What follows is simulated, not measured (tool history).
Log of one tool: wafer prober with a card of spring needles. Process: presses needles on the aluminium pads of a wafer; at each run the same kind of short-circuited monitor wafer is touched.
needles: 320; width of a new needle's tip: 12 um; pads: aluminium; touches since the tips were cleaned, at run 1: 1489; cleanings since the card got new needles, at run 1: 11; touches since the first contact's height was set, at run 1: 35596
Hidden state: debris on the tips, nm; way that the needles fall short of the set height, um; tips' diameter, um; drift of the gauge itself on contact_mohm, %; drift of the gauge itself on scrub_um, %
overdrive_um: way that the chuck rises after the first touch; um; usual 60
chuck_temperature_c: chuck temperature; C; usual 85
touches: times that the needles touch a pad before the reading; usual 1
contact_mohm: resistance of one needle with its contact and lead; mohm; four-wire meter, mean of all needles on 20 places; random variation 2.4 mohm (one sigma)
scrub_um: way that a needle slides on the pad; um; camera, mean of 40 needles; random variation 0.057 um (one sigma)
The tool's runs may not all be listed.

run   hour  overdrive_um  chuck_temperature_c  touches  touches since the tips were cleaned  cleanings since the card got new needles  touches since the first contact's height was set  contact_mohm  scrub_um
  1      0            60                   85        1                                 1489                                        11                                             35596           315     10.93
       4.3  -- tips cleaned on abrasive film
  2      9            60                   85        1                                 1436                                        12                                             38291           313     10.89
      13.6  -- tips cleaned on abrasive film
  3     14            60                   85        1                                  126                                        13                                             39766           287     10.96
      22.6  -- tips cleaned on abrasive film
  4   24.5            60                   29        1                                  562                                        14                                             42910           277     10.72
      31.9  -- tips cleaned on abrasive film
  5   33.9            60                   29        1                                  610                                        15                                             45735           284     10.79
      40.9  -- tips cleaned on abrasive film
  6   41.3            60                   29        2                                  134                                        16                                             47956           265     10.96
  7   48.4            60                   29        2                                 2269                                        16                                             50091           293     10.86
      49.4  -- tips cleaned on abrasive film
      58.6  -- tips cleaned on abrasive film
  8   59.1            60                   29        2                                  173                                        18                                             53280           260      10.8
  9   65.3            60                   29        2                                 2029                                        18                                             55136           287     10.79
      67.5  -- tips cleaned on abrasive film
 10   74.5            60                   85        1                                 2122                                        19                                             57897           318     10.85
      76.4  -- tips cleaned on abrasive film
 11   80.4            60                   85        1                                 1196                                        20                                             59655           309     10.79
      85.1  -- tips cleaned on abrasive film
 12   85.8            60                   85        1                                  209                                        21                                             61258           283     10.77
      93.7  -- tips cleaned on abrasive film
 13   93.8            60                   85        1                                   21                                        22                                             63653           280      10.7
 14   99.3            43                   85        1                                 1689                                        22                                             65321           355      7.58
     102.4  -- tips cleaned on abrasive film
 15  106.7            43                   85        1                                 1285                                        23                                             67519           352      7.63
     111.4  -- tips cleaned on abrasive film
 16  112.5            43                   85        1                                  345                                        24                                             69266           311      7.44
     120.3  -- tips cleaned on abrasive film
 17  120.8            51                   85        3                                  154                                        25                                             71738           280      8.99
     128.8  -- tips cleaned on abrasive film
 18  129.1            51                   85        3                                  110                                        26                                             74223           280      8.96
     137.4  -- tips cleaned on abrasive film
 19  138.8            46                   79        1                                  405                                        27                                             77110           299      8.01
 20    145            60                  119        2                                 2294                                        27                                             78999           312      10.6
     146.1  -- tips cleaned on abrasive film
 21  153.6            60                  119        2                                 2273                                        28                                             81571           311     10.56
       155  -- tips cleaned on abrasive film
 22  162.7            55                   44        1                                 2311                                        29                                             84288           330       9.8
     163.7  -- tips cleaned on abrasive film
     172.3  -- tips cleaned on abrasive film
 23  173.7            60                   85        2                                  433                                        31                                             87562           281     10.57

Forecast run 24:
 24  179.8            44                  114        3                                 2268                                        31                                             89397             ?         ?

contact_mohm: 312 mohm
scrub_um: 7.6 um
Without the tool's hidden state the same run would have given contact_mohm 277 mohm, scrub_um 8.22 um.
